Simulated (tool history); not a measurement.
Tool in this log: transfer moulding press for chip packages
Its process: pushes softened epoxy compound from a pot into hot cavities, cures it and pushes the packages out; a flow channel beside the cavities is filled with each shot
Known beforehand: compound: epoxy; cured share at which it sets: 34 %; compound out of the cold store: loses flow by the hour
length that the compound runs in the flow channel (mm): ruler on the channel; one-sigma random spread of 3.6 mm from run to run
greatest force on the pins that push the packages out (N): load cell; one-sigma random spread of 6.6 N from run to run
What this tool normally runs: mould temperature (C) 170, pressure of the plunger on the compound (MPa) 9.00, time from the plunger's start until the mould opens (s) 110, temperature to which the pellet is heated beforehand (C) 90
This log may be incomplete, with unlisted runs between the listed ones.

run     day  mould temperature (C)  pressure of the plunger on the compound (MPa)  time from the plunger's start until the mould opens (s)  temperature to which the pellet is heated beforehand (C)  incoming compound's hours out of the cold store  length that the compound runs in the flow channel (mm)  greatest force on the pins that push the packages out (N)
  1   0.000                    170                                           9.00                                                      110                                                        90                                             16.7                                                     853                                                        267
      0.683  -- cavities cleaned with cleaning compound and waxed
  2   1.854                    170                                           9.00                                                      110                                                        90                                             27.8                                                     807                                                        277
  3   3.396                    170                                           9.00                                                      110                                                        90                                             11.6                                                     874                                                        289
      3.767  -- cavities cleaned with cleaning compound and waxed
  4   5.362                    170                                           9.00                                                      110                                                        90                                             32.4                                                     790                                                        270
  5   6.654                    170                                           9.00                                                      110                                                        94                                             45.9                                                     738                                                        260
      6.838  -- cavities cleaned with cleaning compound and waxed
  6   8.388                    170                                           9.00                                                      110                                                        94                                             26.1                                                     817                                                        269
  7   9.821                    170                                           9.00                                                      110                                                        94                                             25.9                                                     819                                                        266
     10.029  -- cavities cleaned with cleaning compound and waxed
  8  10.879                    170                                           9.00                                                      110                                                        94                                             12.4                                                     874                                                        282
  9  12.383                    170                                           9.00                                                      110                                                        90                                             47.7                                                     733                                                        266
     13.242  -- cavities cleaned with cleaning compound and waxed
 10  13.496                    170                                          10.83                                                      110                                                        82                                             23.4                                                     903                                                        278
     14.100  -- plunger's sealing rings changed
 11  14.917                    170                                          10.83                                                      110                                                        82                                             47.0                                                     810                                                        262
     16.479  -- cavities cleaned with cleaning compound and waxed
 12  16.558                    170                                          10.83                                                      110                                                        82                                             37.9                                                     844                                                        260

The next listed run, before its measurement:
     16.758  -- mould's thermocouples calibrated
 13  17.888                    169                                           9.08                                                      145                                                        93                                             19.6                                                       ?                                                          ?

{"run 13": {"length that the compound runs in the flow channel (mm)": 845, "greatest force on the pins that push the packages out (N)": 228}}
Without the tool's hidden state the same run would have given length that the compound runs in the flow channel (mm) 845, greatest force on the pins that push the packages out (N) 226.
